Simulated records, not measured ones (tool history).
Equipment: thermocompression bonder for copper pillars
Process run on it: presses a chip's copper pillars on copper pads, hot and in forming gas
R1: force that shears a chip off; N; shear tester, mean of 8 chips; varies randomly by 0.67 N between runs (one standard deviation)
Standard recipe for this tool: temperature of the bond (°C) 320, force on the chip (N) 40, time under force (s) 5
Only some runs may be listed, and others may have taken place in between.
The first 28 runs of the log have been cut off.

run 29 hour=321.9 | temperature_of_the_bond_(°C)=342 force_on_the_chip_(N)=50 time_under_force_(s)=4 | R1=71.5
run 30 hour=333.2 | temperature_of_the_bond_(°C)=328 force_on_the_chip_(N)=49 time_under_force_(s)=15 | R1=86.2
run 31 hour=347.8 | temperature_of_the_bond_(°C)=328 force_on_the_chip_(N)=49 time_under_force_(s)=15 | R1=87.2
run 32 hour=362.3 | temperature_of_the_bond_(°C)=328 force_on_the_chip_(N)=49 time_under_force_(s)=15 | R1=86.7
run 33 hour=372.2 | temperature_of_the_bond_(°C)=347 force_on_the_chip_(N)=25 time_under_force_(s)=5 | R1=40.6
run 34 hour=379.5 | temperature_of_the_bond_(°C)=336 force_on_the_chip_(N)=49 time_under_force_(s)=13 | R1=88
run 35 hour=395.6 | temperature_of_the_bond_(°C)=326 force_on_the_chip_(N)=41 time_under_force_(s)=3 | R1=43.6
run 36 hour=404.3 | temperature_of_the_bond_(°C)=320 force_on_the_chip_(N)=43 time_under_force_(s)=5 | R1=50.8
run 37 hour=417.8 | temperature_of_the_bond_(°C)=323 force_on_the_chip_(N)=33 time_under_force_(s)=3 | R1=32.4
run 38 hour=426.6 | temperature_of_the_bond_(°C)=302 force_on_the_chip_(N)=49 time_under_force_(s)=8 | R1=54.6
run 39 hour=437.6 | temperature_of_the_bond_(°C)=302 force_on_the_chip_(N)=49 time_under_force_(s)=8 | R1=55.3
run 40 hour=453.4 | temperature_of_the_bond_(°C)=302 force_on_the_chip_(N)=49 time_under_force_(s)=8 | R1=54.6
run 41 hour=466.2 | temperature_of_the_bond_(°C)=302 force_on_the_chip_(N)=49 time_under_force_(s)=8 | R1=54.7

What if the next run were any one of these 3? Each begins from the tool's condition after run 41:
run A hour=477.9 | temperature_of_the_bond_(°C)=328 force_on_the_chip_(N)=33 time_under_force_(s)=8 | R1=?
run B hour=477.9 | temperature_of_the_bond_(°C)=296 force_on_the_chip_(N)=49 time_under_force_(s)=10 | R1=?
run C hour=477.9 | temperature_of_the_bond_(°C)=337 force_on_the_chip_(N)=33 time_under_force_(s)=6 | R1=?

run=A R1=51.9
run=B R1=54.1
run=C R1=51.4
With the hidden condition removed and each run's random variation left untouched, the same runs would have given:
run=A R1=57.2
run=B R1=60
run=C R1=56.6
